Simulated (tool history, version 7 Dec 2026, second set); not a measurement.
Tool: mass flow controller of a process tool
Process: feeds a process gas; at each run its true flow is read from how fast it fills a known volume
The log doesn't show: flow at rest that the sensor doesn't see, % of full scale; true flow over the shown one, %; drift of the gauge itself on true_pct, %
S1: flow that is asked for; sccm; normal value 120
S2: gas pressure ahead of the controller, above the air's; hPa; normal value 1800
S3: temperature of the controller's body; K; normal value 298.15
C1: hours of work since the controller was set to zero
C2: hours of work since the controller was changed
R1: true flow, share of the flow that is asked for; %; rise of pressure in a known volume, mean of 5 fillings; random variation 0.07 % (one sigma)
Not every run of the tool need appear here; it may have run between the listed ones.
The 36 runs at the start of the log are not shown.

Run 37, hour 2398.5: usual settings but S1 65 sccm, S2 1880 hPa, S3 304.15 K; C1 245; C2 3016. Result: R1 99.00 %.
Run 38, hour 2486.0: usual settings but S1 47 sccm, S2 2120 hPa, S3 302.15 K; C1 288; C2 3060. Result: R1 98.73 %.
Run 39, hour 2530.7: usual settings but S1 47 sccm, S2 2120 hPa, S3 302.15 K; C1 310; C2 3082. Result: R1 98.78 %.
Run 40, hour 2613.7: usual settings but S1 47 sccm, S2 2120 hPa, S3 302.15 K; C1 352; C2 3123. Result: R1 98.82 %.
Run 41, hour 2703.2: usual settings but S1 64 sccm, S2 2590 hPa, S3 306.15 K; C1 396; C2 3168. Result: R1 98.55 %.
Run 42, hour 2753.2: usual settings but S2 2350 hPa, S3 300.15 K; C1 421; C2 3193. Result: R1 99.63 %.
Run 43, hour 2810.4: usual settings but S1 113 sccm, S2 2450 hPa, S3 300.15 K; C1 450; C2 3221. Result: R1 99.78 %.
Run 44, hour 2873.4: usual settings but S1 131 sccm, S2 1940 hPa, S3 304.15 K; C1 481; C2 3253. Result: R1 100.04 %.
Run 45, hour 2951.0: usual settings but S1 131 sccm, S2 2420 hPa, S3 304.15 K; C1 520; C2 3291. Result: R1 99.69 %.
Run 46, hour 3036.4: usual settings but S1 131 sccm, S2 2420 hPa, S3 302.15 K; C1 562; C2 3334. Result: R1 99.75 %.
Run 47, hour 3079.8: usual settings but S1 131 sccm, S2 2420 hPa, S3 302.15 K; C1 584; C2 3355. Result: R1 99.84 %.

Here are 5 independent what-if runs from the current tool condition. What would each one return?
Run A, hour 3159.4: usual settings but S1 131 sccm, S2 2420 hPa, S3 301.15 K; C1 623; C2 3395. Result: R1 ?.
Run B, hour 3159.4: usual settings but S1 22 sccm, S2 1570 hPa, S3 308.15 K; C1 623; C2 3395. Result: R1 ?.
Run C, hour 3159.4: usual settings but S1 146 sccm, S2 1990 hPa; C1 623; C2 3395. Result: R1 ?.
Run D, hour 3159.4: usual settings but S1 29 sccm, S2 2420 hPa, S3 302.15 K; C1 623; C2 3395. Result: R1 ?.
Run E, hour 3159.4: usual settings but S1 35 sccm, S2 2420 hPa, S3 302.15 K; C1 623; C2 3395. Result: R1 ?.

run      R1
  A   99.82
  B   98.94
  C  100.32
  D   98.59
  E   98.68
Without the tool's hidden state the same runs would have given:
run     R1
  A  98.62
  B  97.33
  C  99.14
  D  97.10
  E  97.25
